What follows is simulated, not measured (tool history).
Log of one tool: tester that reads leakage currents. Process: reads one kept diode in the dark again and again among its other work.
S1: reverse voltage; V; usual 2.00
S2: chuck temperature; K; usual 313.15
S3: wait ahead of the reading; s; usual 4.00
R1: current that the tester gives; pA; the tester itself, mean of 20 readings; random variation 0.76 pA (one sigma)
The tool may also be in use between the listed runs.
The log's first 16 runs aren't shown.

Run 17, hour 348.5: usual settings but S1 6.69 V, S3 0.77 s. Result: R1 443.53 pA.
Run 18, hour 367.7: usual settings but S2 306.15 K, S3 2.66 s. Result: R1 171.63 pA.
Run 19, hour 389.8: usual settings but S1 2.38 V, S2 298.15 K, S3 7.93 s. Result: R1 98.44 pA.
Run 20, hour 405.1: usual settings but S1 2.38 V, S2 298.15 K, S3 7.93 s. Result: R1 98.64 pA.
Run 21, hour 418.8: usual settings but S1 2.30 V, S2 294.15 K, S3 0.93 s. Result: R1 72.04 pA.
Run 22, hour 436.7: usual settings but S1 15.53 V, S2 316.15 K, S3 0.93 s. Result: R1 752.70 pA.
Run 23, hour 467.1: usual settings but S1 1.15 V. Result: R1 237.62 pA.
Run 24, hour 484.3: usual settings but S1 1.15 V. Result: R1 237.62 pA.
Run 25, hour 507.5: usual settings but S1 1.99 V, S2 293.15 K, S3 1.14 s. Result: R1 63.64 pA.
Run 26, hour 522.3: usual settings but S1 4.03 V, S2 299.15 K, S3 3.53 s. Result: R1 131.52 pA.
Run 27, hour 554.5: usual settings but S1 4.03 V, S2 299.15 K, S3 1.56 s. Result: R1 133.96 pA.
Run 28, hour 573.4: usual settings but S1 4.03 V, S2 299.15 K, S3 1.56 s. Result: R1 133.42 pA.
Run 29, hour 593.4: usual settings but S1 2.98 V, S2 297.15 K, S3 5.29 s. Result: R1 102.52 pA.
Run 30, hour 612.1: usual settings but S1 2.98 V, S2 297.15 K, S3 5.29 s. Result: R1 102.28 pA.
Run 31, hour 626.3: usual settings but S2 296.15 K, S3 4.05 s. Result: R1 81.19 pA.
Run 32, hour 643.0: usual settings but S2 296.15 K, S3 4.05 s. Result: R1 81.47 pA.

5 ways to go on from here, each from the tool as it stands after run 32. What would each give?
Run A, hour 667.7: usual settings but S1 2.62 V, S2 325.15 K, S3 8.57 s. Result: R1 ?.
Run B, hour 667.7: usual settings but S2 293.15 K, S3 7.65 s. Result: R1 ?.
Run C, hour 667.7: usual settings but S1 16.15 V, S2 315.15 K, S3 1.69 s. Result: R1 ?.
Run D, hour 667.7: usual settings but S2 316.15 K, S3 0.47 s. Result: R1 ?.
Run E, hour 667.7: usual settings but S1 4.11 V, S2 307.15 K, S3 7.57 s. Result: R1 ?.

run      R1
  A  745.41
  B   64.40
  C  728.34
  D  365.13
  E  246.85
Without the tool's hidden state the same runs would have given:
run      R1
  A  645.90
  B   52.90
  C  616.72
  D  313.51
  E  208.25
